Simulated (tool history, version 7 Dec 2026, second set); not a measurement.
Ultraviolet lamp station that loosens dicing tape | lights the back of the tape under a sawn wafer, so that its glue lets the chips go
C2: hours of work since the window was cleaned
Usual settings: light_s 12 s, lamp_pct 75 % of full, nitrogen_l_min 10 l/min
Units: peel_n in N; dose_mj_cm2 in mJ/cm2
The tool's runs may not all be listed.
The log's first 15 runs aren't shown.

{"run": 16, "hour": 179.2, "light_s": 12, "lamp_pct": 75, "nitrogen_l_min": 10, "hours of work of the lamp": 222, "C2": 196, "peel_n": 0.455, "dose_mj_cm2": 258}
{"run": 17, "hour": 194.8, "light_s": 12, "lamp_pct": 75, "nitrogen_l_min": 10, "hours of work of the lamp": 230, "C2": 204, "peel_n": 0.464, "dose_mj_cm2": 252}
{"run": 18, "hour": 203.1, "light_s": 12, "lamp_pct": 75, "nitrogen_l_min": 4, "hours of work of the lamp": 234, "C2": 208, "peel_n": 0.881, "dose_mj_cm2": 257}
{"run": 19, "hour": 211.0, "light_s": 12, "lamp_pct": 88, "nitrogen_l_min": 10, "hours of work of the lamp": 238, "C2": 212, "peel_n": 0.344, "dose_mj_cm2": 296}
{"run": 20, "hour": 224.1, "light_s": 13, "lamp_pct": 82, "nitrogen_l_min": 10, "hours of work of the lamp": 244, "C2": 218, "peel_n": 0.337, "dose_mj_cm2": 301}
{"run": 21, "hour": 236.8, "light_s": 13, "lamp_pct": 82, "nitrogen_l_min": 20, "hours of work of the lamp": 251, "C2": 225, "peel_n": 0.25, "dose_mj_cm2": 296}
{"run": 22, "hour": 246.8, "light_s": 12, "lamp_pct": 75, "nitrogen_l_min": 4, "hours of work of the lamp": 256, "C2": 230, "peel_n": 0.916, "dose_mj_cm2": 249}
{"run": 23, "hour": 256.8, "light_s": 12, "lamp_pct": 75, "nitrogen_l_min": 4, "hours of work of the lamp": 261, "C2": 235, "peel_n": 0.907, "dose_mj_cm2": 246}
{"hour": 258.2, "done": "window cleaned of glue's vapour"}
{"run": 24, "hour": 270.7, "light_s": 12, "lamp_pct": 75, "nitrogen_l_min": 4, "hours of work of the lamp": 267, "C2": 6, "peel_n": 0.965, "dose_mj_cm2": 242}
{"run": 25, "hour": 278.1, "light_s": 12, "lamp_pct": 75, "nitrogen_l_min": 4, "hours of work of the lamp": 271, "C2": 10, "peel_n": 0.975, "dose_mj_cm2": 245}
{"run": 26, "hour": 287.3, "light_s": 20, "lamp_pct": 92, "nitrogen_l_min": 9, "hours of work of the lamp": 275, "C2": 14, "peel_n": 0.176, "dose_mj_cm2": 493}
{"run": 27, "hour": 301.4, "light_s": 11, "lamp_pct": 74, "nitrogen_l_min": 7, "hours of work of the lamp": 282, "C2": 21, "peel_n": 0.822, "dose_mj_cm2": 214}
{"run": 28, "hour": 311.7, "light_s": 22, "lamp_pct": 82, "nitrogen_l_min": 20, "hours of work of the lamp": 288, "C2": 27, "peel_n": 0.16, "dose_mj_cm2": 483}
{"run": 29, "hour": 320.3, "light_s": 22, "lamp_pct": 75, "nitrogen_l_min": 13, "hours of work of the lamp": 292, "C2": 31, "peel_n": 0.189, "dose_mj_cm2": 434}
{"hour": 329.4, "done": "window cleaned of glue's vapour, once more"}
{"run": 30, "hour": 336.5, "light_s": 22, "lamp_pct": 96, "nitrogen_l_min": 13, "hours of work of the lamp": 300, "C2": 3, "peel_n": 0.166, "dose_mj_cm2": 644}
{"run": 31, "hour": 348.3, "light_s": 12, "lamp_pct": 75, "nitrogen_l_min": 5, "hours of work of the lamp": 305, "C2": 9, "peel_n": 0.647, "dose_mj_cm2": 275}
{"run": 32, "hour": 355.0, "light_s": 12, "lamp_pct": 81, "nitrogen_l_min": 5, "hours of work of the lamp": 309, "C2": 13, "peel_n": 0.587, "dose_mj_cm2": 293}
{"run": 33, "hour": 367.8, "light_s": 10, "lamp_pct": 64, "nitrogen_l_min": 5, "hours of work of the lamp": 315, "C2": 19, "peel_n": 1.272, "dose_mj_cm2": 195}

Forecast each of these 4 alternatives for the next run:
{"run": "A", "hour": 382.4, "light_s": 12, "lamp_pct": 80, "nitrogen_l_min": 3, "hours of work of the lamp": 322, "C2": 26, "peel_n": "?", "dose_mj_cm2": "?"}
{"run": "B", "hour": 382.4, "light_s": 13, "lamp_pct": 94, "nitrogen_l_min": 5, "hours of work of the lamp": 322, "C2": 26, "peel_n": "?", "dose_mj_cm2": "?"}
{"run": "C", "hour": 382.4, "light_s": 6, "lamp_pct": 75, "nitrogen_l_min": 13, "hours of work of the lamp": 322, "C2": 26, "peel_n": "?", "dose_mj_cm2": "?"}
{"run": "D", "hour": 382.4, "light_s": 14, "lamp_pct": 87, "nitrogen_l_min": 9, "hours of work of the lamp": 322, "C2": 26, "peel_n": "?", "dose_mj_cm2": "?"}

run=A peel_n=0.858 dose_mj_cm2=288
run=B peel_n=0.350 dose_mj_cm2=368
run=C peel_n=1.310 dose_mj_cm2=136
run=D peel_n=0.253 dose_mj_cm2=362
Without the tool's hidden state the same runs would have given:
run=A peel_n=0.729 dose_mj_cm2=313
run=B peel_n=0.298 dose_mj_cm2=400
run=C peel_n=1.140 dose_mj_cm2=148
run=D peel_n=0.225 dose_mj_cm2=394

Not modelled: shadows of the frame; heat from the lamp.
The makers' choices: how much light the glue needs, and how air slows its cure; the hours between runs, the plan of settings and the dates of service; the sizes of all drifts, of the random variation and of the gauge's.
